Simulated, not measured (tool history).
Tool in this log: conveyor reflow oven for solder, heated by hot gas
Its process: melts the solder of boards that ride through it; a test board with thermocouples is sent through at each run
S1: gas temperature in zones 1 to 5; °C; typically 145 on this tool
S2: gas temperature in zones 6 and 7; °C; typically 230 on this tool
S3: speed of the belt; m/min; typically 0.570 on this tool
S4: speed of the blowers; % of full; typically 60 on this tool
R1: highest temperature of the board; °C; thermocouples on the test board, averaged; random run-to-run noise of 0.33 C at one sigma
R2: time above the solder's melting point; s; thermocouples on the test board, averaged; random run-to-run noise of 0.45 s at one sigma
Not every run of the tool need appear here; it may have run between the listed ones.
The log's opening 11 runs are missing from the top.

run	hour	S1	S2	S3	S4	R1	R2
12	324.1	145	228	0.570	60	209.1	43.7
13	347.6	145	230	0.570	50	208.3	41.8
# hour 357.0: flux residue cleaned out of gas plates and filters, once more
14	388.7	145	235	0.570	50	215.6	48.4
15	422.6	145	230	0.570	60	215.0	47.9
16	438.2	145	230	0.599	60	213.5	44.6
17	466.7	145	230	0.599	60	213.0	44.2
18	501.3	145	226	0.610	60	209.2	40.3
19	534.1	145	230	0.570	83	219.0	51.5
20	553.2	138	231	0.666	69	210.9	36.0
21	577.6	138	231	0.666	69	210.9	36.7
22	610.0	135	230	0.570	60	211.8	43.8
23	631.3	132	221	0.570	60	203.8	35.4
24	659.5	132	221	0.570	60	204.1	34.9
25	679.3	145	218	0.570	74	207.0	43.8
26	707.7	145	225	0.570	70	212.0	46.5
27	723.4	142	239	0.586	61	220.1	49.4
28	758.9	145	230	0.570	60	213.9	48.1
29	782.3	145	230	0.570	60	213.8	48.1
30	810.2	140	242	0.463	83	234.3	71.4
31	829.7	145	222	0.662	89	208.3	38.3

Each row is a separate what-if for the run after 31, all from the same tool condition, not one after another. Results?
A	856.4	145	222	0.549	89	?	?
B	856.4	142	230	0.654	60	?	?
C	856.4	145	222	0.607	88	?	?

run	R1	R2
A	213.0	50.4
B	208.5	36.1
C	210.4	43.5
With no hidden state in the tool, these same runs would have given:
run	R1	R2
A	213.0	49.8
B	208.7	35.7
C	210.6	43.2

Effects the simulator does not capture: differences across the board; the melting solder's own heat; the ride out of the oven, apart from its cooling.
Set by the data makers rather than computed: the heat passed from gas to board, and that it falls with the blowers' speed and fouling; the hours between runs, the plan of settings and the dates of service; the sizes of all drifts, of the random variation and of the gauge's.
